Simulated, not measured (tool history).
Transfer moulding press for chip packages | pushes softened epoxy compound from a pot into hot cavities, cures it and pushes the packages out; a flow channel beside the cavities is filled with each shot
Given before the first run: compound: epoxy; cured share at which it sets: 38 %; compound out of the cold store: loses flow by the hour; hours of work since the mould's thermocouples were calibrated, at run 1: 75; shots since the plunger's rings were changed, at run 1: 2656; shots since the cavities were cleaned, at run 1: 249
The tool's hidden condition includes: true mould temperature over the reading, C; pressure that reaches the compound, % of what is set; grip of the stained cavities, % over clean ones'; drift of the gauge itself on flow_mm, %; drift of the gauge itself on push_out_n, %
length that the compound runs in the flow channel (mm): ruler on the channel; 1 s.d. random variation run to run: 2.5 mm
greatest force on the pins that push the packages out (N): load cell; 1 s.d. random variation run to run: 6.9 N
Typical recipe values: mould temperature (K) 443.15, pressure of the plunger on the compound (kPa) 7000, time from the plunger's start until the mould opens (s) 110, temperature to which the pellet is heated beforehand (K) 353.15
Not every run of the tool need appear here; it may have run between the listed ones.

run	hour	mould temperature (K)	pressure of the plunger on the compound (kPa)	time from the plunger's start until the mould opens (s)	temperature to which the pellet is heated beforehand (K)	hours of work since the mould's thermocouples were calibrated	shots since the plunger's rings were changed	shots since the cavities were cleaned	incoming compound's hours out of the cold store	length that the compound runs in the flow channel (mm)	greatest force on the pins that push the packages out (N)
1	0.0	443.15	7000	110	353.15	75	2656	249	33.5	842	352
2	16.4	443.15	7000	133	353.15	87	2840	433	8.8	900	367
3	31.6	443.15	7000	133	353.15	98	3009	602	10.5	897	400
4	49.3	443.15	7000	133	353.15	110	3208	801	39.0	822	425
5	60.3	443.15	7000	133	353.15	118	3332	925	29.1	848	455
6	71.8	443.15	7000	110	353.15	126	3460	1053	17.1	879	504
# hour 77.7: plunger's sealing rings changed
# hour 85.1: cavities cleaned with cleaning compound and waxed
7	90.3	443.15	7000	110	353.15	137	125	58	8.2	922	312
8	99.9	443.15	7000	110	353.15	144	232	165	13.6	902	333
9	113.5	443.15	7000	110	353.15	153	385	318	47.4	826	395
10	128.3	443.15	7000	110	353.15	164	550	483	9.8	915	443
11	143.8	443.15	7000	110	351.15	175	724	657	8.4	917	477
12	152.8	443.15	7000	110	351.15	181	825	758	35.1	850	467
13	164.7	443.15	7000	110	351.15	190	959	892	12.7	905	520
14	172.5	443.15	7000	110	353.15	195	1045	978	23.6	876	493
# hour 189.6: cavities cleaned with cleaning compound and waxed
15	189.6	443.15	7000	110	353.15	206	1220	0	12.1	905	286
16	204.3	443.15	8360	146	353.15	217	1385	165	27.0	941	320
17	217.7	450.15	5760	94	353.15	226	1536	316	33.3	748	368
18	228.5	450.15	5760	94	353.15	234	1656	436	15.6	792	415
19	238.1	443.15	6750	110	353.15	241	1763	543	35.7	829	452
20	248.9	443.15	6750	110	353.15	248	1885	665	45.1	805	477

What does the tool deliver on the next run?
21	263.6	443.15	6750	110	353.15	259	2049	829	26.9	?	?

{"run 21": {"length that the compound runs in the flow channel (mm)": 846, "greatest force on the pins that push the packages out (N)": 490}}
The same run, on a tool lacking any hidden state, would have yielded length that the compound runs in the flow channel (mm) 858, greatest force on the pins that push the packages out (N) 277.
